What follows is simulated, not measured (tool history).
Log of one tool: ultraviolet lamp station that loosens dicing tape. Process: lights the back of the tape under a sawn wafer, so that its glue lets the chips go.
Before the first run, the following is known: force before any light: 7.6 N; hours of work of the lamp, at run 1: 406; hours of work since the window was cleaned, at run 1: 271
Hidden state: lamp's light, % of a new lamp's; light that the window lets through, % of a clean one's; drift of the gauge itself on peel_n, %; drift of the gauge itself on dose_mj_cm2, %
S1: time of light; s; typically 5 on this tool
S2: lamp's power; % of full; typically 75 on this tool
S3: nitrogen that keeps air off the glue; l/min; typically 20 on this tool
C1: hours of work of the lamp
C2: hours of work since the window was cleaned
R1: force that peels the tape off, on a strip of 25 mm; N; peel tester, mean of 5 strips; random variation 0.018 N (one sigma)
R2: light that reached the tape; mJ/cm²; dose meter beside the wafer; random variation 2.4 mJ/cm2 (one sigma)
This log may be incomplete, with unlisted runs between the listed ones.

run   hour  S1   S2  S3   C1   C2     R1   R2
  1    0.0   5   75  20  406  271  0.842  249
  2   24.6   5   75  14  418  283  1.038  247
  3   38.2   5   75  14  424  289  1.034  249
  4   55.5   5   75  20  433  297  0.849  247
  5   84.1   5   75  10  446  311  1.280  249
  6  113.1   5   75  10  460  325  1.263  248
  7  129.2   5   75  10  467  332  1.230  248
  8  154.2   5   61  10  479  344  1.762  203
  9  175.8   5   61  10  489  354  1.781  202
 10  193.0   5   61  10  497  362  1.799  203
 11  209.2   5   61  10  505  370  1.715  201
 12  233.0   6   61  10  516  381  1.328  240
 13  252.6   8   61  10  525  390  0.740  323
 14  277.5   4   61  10  537  402  2.368  163
 15  296.5   4   61  10  546  411  2.345  160
 16  320.7   4   61  10  557  422  2.368  162
 17  343.7   5   75  20  568  433  0.842  251
 18  370.9   7   95  10  581  446  0.383  440
 19  399.4   7   86  10  595  459  0.472  400
 20  427.2   7   86  10  608  472  0.484  402
 21  448.1   2   90   7  617  482  3.472  123
 22  471.0   2   90   7  628  493  3.604  121
 23  499.2   2   90   7  642  506  3.440  118
     524.9  -- window cleaned of glue's vapour
 24  529.2   5  100  10  655    2  0.713  335
 25  548.9   3   73  20  665   11  2.058  149
 26  574.8   5   75  15  677   23  0.969  252
 27  587.5   5   75  15  683   29  1.029  249
 28  602.9   5   75  15  690   37  1.011  250
 29  620.9   5   75  15  699   45  1.026  247
 30  634.5   3   77   7  705   52  2.804  155
 31  648.4   3   85  16  712   58  1.820  170
 32  665.9   3   85  16  720   66  1.800  172
 33  680.8   4   92  12  727   73  1.202  247

Expected results for the next run?
 34  698.2   4  92  12  735  82   ?   ?

Run 34 came out at R1 1.138 N, R2 243 mJ/cm².
On a tool with no hidden condition, and with the same random variation, this run would have come out at R1 1.134 N, R2 244 mJ/cm².
